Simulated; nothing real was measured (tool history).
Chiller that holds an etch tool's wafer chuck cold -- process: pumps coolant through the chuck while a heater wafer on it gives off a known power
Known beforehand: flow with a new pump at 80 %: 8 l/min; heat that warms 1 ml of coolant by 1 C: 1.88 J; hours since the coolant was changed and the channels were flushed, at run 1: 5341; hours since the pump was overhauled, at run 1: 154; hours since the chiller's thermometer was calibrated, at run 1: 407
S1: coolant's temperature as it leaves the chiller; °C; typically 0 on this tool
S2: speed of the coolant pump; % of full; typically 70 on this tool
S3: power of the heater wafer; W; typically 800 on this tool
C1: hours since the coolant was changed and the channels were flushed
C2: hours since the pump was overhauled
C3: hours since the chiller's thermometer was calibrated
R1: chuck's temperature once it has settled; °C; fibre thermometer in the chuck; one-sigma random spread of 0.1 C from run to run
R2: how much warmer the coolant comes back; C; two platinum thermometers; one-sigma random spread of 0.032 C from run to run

run 1 hour=0.0 | S1=0 S2=70 S3=800 | C1=5341 C2=154 C3=407 | R1=8.1 R2=3.60
run 2 hour=51.4 | S1=0 S2=70 S3=800 | C1=5393 C2=205 C3=458 | R1=8.3 R2=3.66
run 3 hour=92.2 | S1=0 S2=70 S3=800 | C1=5434 C2=246 C3=499 | R1=7.9 R2=3.63
run 4 hour=131.1 | S1=0 S2=70 S3=800 | C1=5473 C2=285 C3=538 | R1=8.2 R2=3.68
run 5 hour=201.1 | S1=0 S2=70 S3=800 | C1=5543 C2=355 C3=608 | R1=8.2 R2=3.65
run 6 hour=295.0 | S1=0 S2=70 S3=800 | C1=5637 C2=449 C3=702 | R1=8.0 R2=3.73
run 7 hour=336.5 | S1=0 S2=70 S3=800 | C1=5678 C2=490 C3=744 | R1=8.3 R2=3.72
run 8 hour=398.3 | S1=0 S2=70 S3=800 | C1=5740 C2=552 C3=805 | R1=8.1 R2=3.69
run 9 hour=442.3 | S1=0 S2=70 S3=800 | C1=5784 C2=596 C3=849 | R1=8.2 R2=3.65
run 10 hour=509.2 | S1=0 S2=89 S3=800 | C1=5851 C2=663 C3=916 | R1=7.3 R2=2.95
run 11 hour=568.9 | S1=0 S2=89 S3=800 | C1=5910 C2=723 C3=976 | R1=7.1 R2=2.95
run 12 hour=656.7 | S1=0 S2=89 S3=800 | C1=5998 C2=811 C3=1064 | R1=7.2 R2=2.96
run 13 hour=704.1 | S1=0 S2=89 S3=800 | C1=6046 C2=858 C3=1111 | R1=7.4 R2=2.97
run 14 hour=748.6 | S1=0 S2=89 S3=800 | C1=6090 C2=903 C3=1156 | R1=7.1 R2=2.97
run 15 hour=792.0 | S1=0 S2=89 S3=800 | C1=6134 C2=946 C3=1199 | R1=7.2 R2=2.96
run 16 hour=863.2 | S1=0 S2=89 S3=800 | C1=6205 C2=1017 C3=1270 | R1=7.2 R2=3.02
run 17 hour=926.3 | S1=0 S2=74 S3=800 | C1=6268 C2=1080 C3=1333 | R1=8.0 R2=3.58
run 18 hour=985.5 | S1=0 S2=79 S3=509 | C1=6327 C2=1139 C3=1393 | R1=4.8 R2=2.17
run 19 hour=1065.1 | S1=4 S2=97 S3=649 | C1=6407 C2=1219 C3=1472 | R1=9.5 R2=2.23
run 20 hour=1145.8 | S1=4 S2=97 S3=649 | C1=6487 C2=1300 C3=1553 | R1=9.5 R2=2.33
run 21 hour=1196.1 | S1=-1 S2=92 S3=1016 | C1=6538 C2=1350 C3=1603 | R1=8.1 R2=3.69
run 22 hour=1287.1 | S1=-10 S2=70 S3=469 | C1=6629 C2=1441 C3=1694 | R1=-5.1 R2=2.28
run 23 hour=1327.5 | S1=5 S2=72 S3=469 | C1=6669 C2=1481 C3=1735 | R1=9.5 R2=2.24
run 24 hour=1374.1 | S1=7 S2=72 S3=1135 | C1=6716 C2=1528 C3=1781 | R1=18.4 R2=5.14
run 25 hour=1436.2 | S1=7 S2=72 S3=1135 | C1=6778 C2=1590 C3=1843 | R1=18.5 R2=5.16
-- hour=1485.4 gauge calibrated
run 26 hour=1515.7 | S1=1 S2=70 S3=426 | C1=6857 C2=1670 C3=1923 | R1=5.5 R2=1.91
run 27 hour=1576.9 | S1=1 S2=96 S3=1137 | C1=6918 C2=1731 C3=1984 | R1=10.8 R2=3.76
run 28 hour=1615.8 | S1=0 S2=74 S3=800 | C1=6957 C2=1770 C3=2023 | R1=8.0 R2=3.48
run 29 hour=1674.0 | S1=-5 S2=84 S3=1168 | C1=7015 C2=1828 C3=2081 | R1=5.8 R2=4.44
run 30 hour=1752.6 | S1=-9 S2=96 S3=800 | C1=7094 C2=1907 C3=2160 | R1=-2.2 R2=2.67
run 31 hour=1844.6 | S1=10 S2=70 S3=467 | C1=7186 C2=1999 C3=2252 | R1=14.9 R2=2.20

Here are 5 independent what-if runs from the current tool condition. What would each one return?
-- hour=1863.3 chiller's thermometer calibrated
run A hour=1925.3 | S1=10 S2=98 S3=467 | C1=7266 C2=2078 C3=62 | R1=? R2=?
-- hour=1863.3 chiller's thermometer calibrated
run B hour=1925.3 | S1=4 S2=70 S3=467 | C1=7266 C2=2078 C3=62 | R1=? R2=?
-- hour=1863.3 chiller's thermometer calibrated
run C hour=1925.3 | S1=0 S2=70 S3=1182 | C1=7266 C2=2078 C3=62 | R1=? R2=?
-- hour=1863.3 chiller's thermometer calibrated
run D hour=1925.3 | S1=-3 S2=70 S3=800 | C1=7266 C2=2078 C3=62 | R1=? R2=?
-- hour=1863.3 chiller's thermometer calibrated
run E hour=1925.3 | S1=7 S2=69 S3=612 | C1=7266 C2=2078 C3=62 | R1=? R2=?

run=A R1=14.0 R2=1.65
run=B R1=8.7 R2=2.16
run=C R1=12.1 R2=5.40
run=D R1=5.2 R2=3.70
run=E R1=13.3 R2=2.89
What these runs would have given with no unlogged condition in the tool:
run=A R1=14.0 R2=1.60
run=B R1=8.7 R2=2.11
run=C R1=12.1 R2=5.35
run=D R1=5.2 R2=3.65
run=E R1=13.3 R2=2.83

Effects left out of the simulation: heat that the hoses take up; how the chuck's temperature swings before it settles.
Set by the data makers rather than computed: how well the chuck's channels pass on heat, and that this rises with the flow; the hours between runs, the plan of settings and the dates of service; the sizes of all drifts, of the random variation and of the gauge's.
